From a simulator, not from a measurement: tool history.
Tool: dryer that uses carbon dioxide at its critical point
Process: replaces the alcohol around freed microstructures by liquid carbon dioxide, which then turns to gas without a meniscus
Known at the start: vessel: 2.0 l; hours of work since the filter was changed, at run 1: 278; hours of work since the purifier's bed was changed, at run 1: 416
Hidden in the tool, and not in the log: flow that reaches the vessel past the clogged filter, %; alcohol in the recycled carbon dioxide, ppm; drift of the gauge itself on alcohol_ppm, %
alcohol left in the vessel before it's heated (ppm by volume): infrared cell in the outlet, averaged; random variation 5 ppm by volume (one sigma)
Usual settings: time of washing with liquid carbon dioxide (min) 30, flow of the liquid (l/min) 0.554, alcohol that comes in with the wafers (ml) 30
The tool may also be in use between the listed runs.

run,hour,time of washing with liquid carbon dioxide (min),flow of the liquid (l/min),alcohol that comes in with the wafers (ml),hours of work since the filter was changed,hours of work since the purifier's bed was changed,alcohol left in the vessel before it's heated (ppm by volume)
1,0,30,0.554,30,278,416,96
2,28.6,30,0.554,30,289,427,100
3,54.8,30,0.554,30,300,438,107
4,80.6,30,0.554,79,310,448,200
5,100.4,30,0.554,79,317,455,216
6,115.9,30,0.554,30,323,461,117
# hour 119.6: inlet filter changed
7,133.9,30,0.554,30,6,468,87
8,148.7,30,0.554,30,11,474,92
9,173.3,30,0.554,30,21,483,88
10,190.4,30,0.554,30,28,490,93
11,217.5,30,0.554,30,38,500,88
12,233.3,30,0.554,30,44,507,99
13,255.3,30,0.849,30,53,515,61
# hour 259.6: purifier's bed changed
14,287.1,30,0.554,25,64,11,48
15,299.2,30,0.554,30,69,15,39
16,315.1,30,0.554,30,75,22,53
17,329.4,30,0.554,28,80,27,48
18,344.8,31,0.554,28,86,33,35
19,365.9,30,0.338,30,95,41,488
20,378.8,30,0.685,30,100,46,25
21,404.1,30,0.685,30,109,56,21
22,434,30,0.685,30,121,68,26
23,450.7,30,0.685,30,128,74,26
24,474.2,30,0.685,30,137,83,27
25,501.9,40,0.759,105,147,94,8
26,521.1,30,0.525,30,155,102,73
27,540.6,30,0.525,30,163,109,78
28,569.2,30,0.525,30,174,120,87
29,582.2,30,0.414,30,179,125,250
30,604.6,30,0.414,30,187,134,249
31,619.8,36,0.396,32,193,140,154
32,643.1,25,0.369,30,202,149,711
33,663.8,23,0.633,39,210,157,149
34,678.9,20,0.371,30,216,163,1302
35,692,28,0.84,30,221,168,33
36,717.1,36,0.334,50,231,178,500
37,737,36,0.334,50,239,186,504
38,759.9,36,0.421,64,248,195,224

Forecast run 39:
39,786.3,47,0.554,73,258,205,?

{"run 39": {"alcohol left in the vessel before it's heated (ppm by volume)": 30}}
Without the tool's hidden state the same run would have given alcohol left in the vessel before it's heated (ppm by volume) 7.
